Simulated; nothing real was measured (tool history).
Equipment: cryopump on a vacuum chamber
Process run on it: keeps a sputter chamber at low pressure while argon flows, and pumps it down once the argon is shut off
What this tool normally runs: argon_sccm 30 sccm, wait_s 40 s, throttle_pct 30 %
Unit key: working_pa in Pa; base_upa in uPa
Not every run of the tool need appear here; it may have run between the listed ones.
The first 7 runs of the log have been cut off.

run    hour  argon_sccm  wait_s  throttle_pct  hours of work since the pump was warmed up and emptied  hours of work since the cold head was overhauled  hours of work since the chamber's fittings were tightened  working_pa  base_upa
  8   632.9          30      40            57                                                     387                                               817                                                        906      0.1028      5.83
      699.9  -- pump warmed up, emptied and cooled again
  9   699.9          30      40            57                                                       0                                               859                                                        947      0.0942      5.51
 10   787.6          30      40            30                                                      59                                               917                                                       1006      0.1788      5.66
 11   843.2          30     268            30                                                      96                                               955                                                       1044      0.1788      3.27
 12   930.1          30     268            30                                                     155                                              1013                                                       1102      0.1813      3.49
 13  1036.0          30      40            30                                                     226                                              1084                                                       1173      0.1814      6.46
 14  1086.8          30      40            17                                                     260                                              1118                                                       1207      0.3170      6.61
 15  1161.5          30      40            17                                                     310                                              1168                                                       1257      0.3174      6.58
 16  1233.8          30      40            17                                                     358                                              1217                                                       1306      0.3188      7.00
     1342.1  -- pump warmed up, emptied and cooled again
 17  1348.8          30      40            17                                                       5                                              1291                                                       1380      0.3095      6.64
 18  1401.4          30      48            15                                                      40                                              1326                                                       1415      0.3541      6.26
 19  1480.7          30      66            50                                                      93                                              1379                                                       1468      0.1097      5.95
     1512.7  -- leaking fittings of the chamber tightened, without venting
 20  1565.2          38      37            22                                                     148                                              1435                                                         35      0.3125      3.71
 21  1632.4          38      37            22                                                     194                                              1480                                                         80      0.3136      3.81
 22  1725.9          37      40            30                                                     256                                              1543                                                        143      0.2266      3.85

Predict the results of run 23:
 23  1779.5          37      40            24                                                     292                                              1579                                                        179           ?         ?

working_pa: 0.2823 Pa
base_upa: 3.81 uPa
Were there no unlogged condition in the tool, this run, its random variation unchanged, would have produced working_pa 0.2720 Pa, base_upa 3.24 uPa.
